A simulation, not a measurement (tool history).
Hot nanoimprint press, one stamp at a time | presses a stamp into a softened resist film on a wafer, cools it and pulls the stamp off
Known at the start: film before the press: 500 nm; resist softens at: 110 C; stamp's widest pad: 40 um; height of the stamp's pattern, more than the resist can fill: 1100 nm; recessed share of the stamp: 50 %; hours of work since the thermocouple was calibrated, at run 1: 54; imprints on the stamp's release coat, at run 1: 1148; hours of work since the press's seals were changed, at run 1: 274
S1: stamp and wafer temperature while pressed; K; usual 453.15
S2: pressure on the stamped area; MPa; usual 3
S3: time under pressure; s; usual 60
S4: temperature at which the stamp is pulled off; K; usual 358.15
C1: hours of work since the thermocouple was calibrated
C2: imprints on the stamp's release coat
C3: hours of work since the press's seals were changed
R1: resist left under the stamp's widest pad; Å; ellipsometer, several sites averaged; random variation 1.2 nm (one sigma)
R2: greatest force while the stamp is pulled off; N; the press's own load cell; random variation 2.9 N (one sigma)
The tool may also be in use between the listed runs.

{"run": 1, "day": 0.0, "S1": 453.15, "S2": 3, "S3": 60, "S4": 358.15, "C1": 54, "C2": 1148, "C3": 274, "R1": 1961, "R2": 187}
{"run": 2, "day": 0.342, "S1": 453.15, "S2": 3, "S3": 60, "S4": 357.15, "C1": 60, "C2": 1172, "C3": 280, "R1": 1965, "R2": 188}
{"run": 3, "day": 0.692, "S1": 453.15, "S2": 3, "S3": 60, "S4": 358.15, "C1": 65, "C2": 1195, "C3": 286, "R1": 1951, "R2": 180}
{"run": 4, "day": 1.05, "S1": 453.15, "S2": 3, "S3": 60, "S4": 358.15, "C1": 72, "C2": 1220, "C3": 292, "R1": 1947, "R2": 191}
{"run": 5, "day": 1.692, "S1": 453.15, "S2": 3, "S3": 60, "S4": 358.15, "C1": 83, "C2": 1263, "C3": 303, "R1": 1945, "R2": 183}
{"run": 6, "day": 2.108, "S1": 453.15, "S2": 3, "S3": 60, "S4": 358.15, "C1": 90, "C2": 1292, "C3": 310, "R1": 1949, "R2": 196}
{"run": 7, "day": 2.567, "S1": 453.15, "S2": 3, "S3": 60, "S4": 358.15, "C1": 98, "C2": 1323, "C3": 318, "R1": 1941, "R2": 195}
{"run": 8, "day": 3.096, "S1": 453.15, "S2": 3, "S3": 60, "S4": 358.15, "C1": 107, "C2": 1359, "C3": 327, "R1": 1933, "R2": 188}
{"run": 9, "day": 3.692, "S1": 453.15, "S2": 3, "S3": 60, "S4": 358.15, "C1": 117, "C2": 1399, "C3": 337, "R1": 1933, "R2": 200}
{"run": 10, "day": 4.092, "S1": 453.15, "S2": 3, "S3": 60, "S4": 358.15, "C1": 124, "C2": 1427, "C3": 344, "R1": 1907, "R2": 201}
{"run": 11, "day": 4.375, "S1": 453.15, "S2": 3, "S3": 60, "S4": 358.15, "C1": 128, "C2": 1446, "C3": 349, "R1": 1937, "R2": 204}
{"run": 12, "day": 4.988, "S1": 453.15, "S2": 3, "S3": 60, "S4": 358.15, "C1": 139, "C2": 1488, "C3": 359, "R1": 1927, "R2": 205}
{"run": 13, "day": 5.329, "S1": 453.15, "S2": 3, "S3": 60, "S4": 358.15, "C1": 145, "C2": 1511, "C3": 365, "R1": 1930, "R2": 204}
{"run": 14, "day": 5.75, "S1": 453.15, "S2": 3.34, "S3": 60, "S4": 358.15, "C1": 152, "C2": 1539, "C3": 372, "R1": 1827, "R2": 201}
{"run": 15, "day": 6.312, "S1": 453.15, "S2": 3.34, "S3": 60, "S4": 358.15, "C1": 162, "C2": 1577, "C3": 382, "R1": 1816, "R2": 203}
{"run": 16, "day": 6.858, "S1": 453.15, "S2": 3, "S3": 39, "S4": 362.15, "C1": 171, "C2": 1615, "C3": 391, "R1": 2238, "R2": 188}

Forecast run 17:
{"run": 17, "day": 7.367, "S1": 453.15, "S2": 3, "S3": 39, "S4": 362.15, "C1": 180, "C2": 1649, "C3": 400, "R1": "?", "R2": "?"}

R1: 2264 Å
R2: 189 N
Without the tool's hidden state the same run would have given R1 2289 Å, R2 122 N.
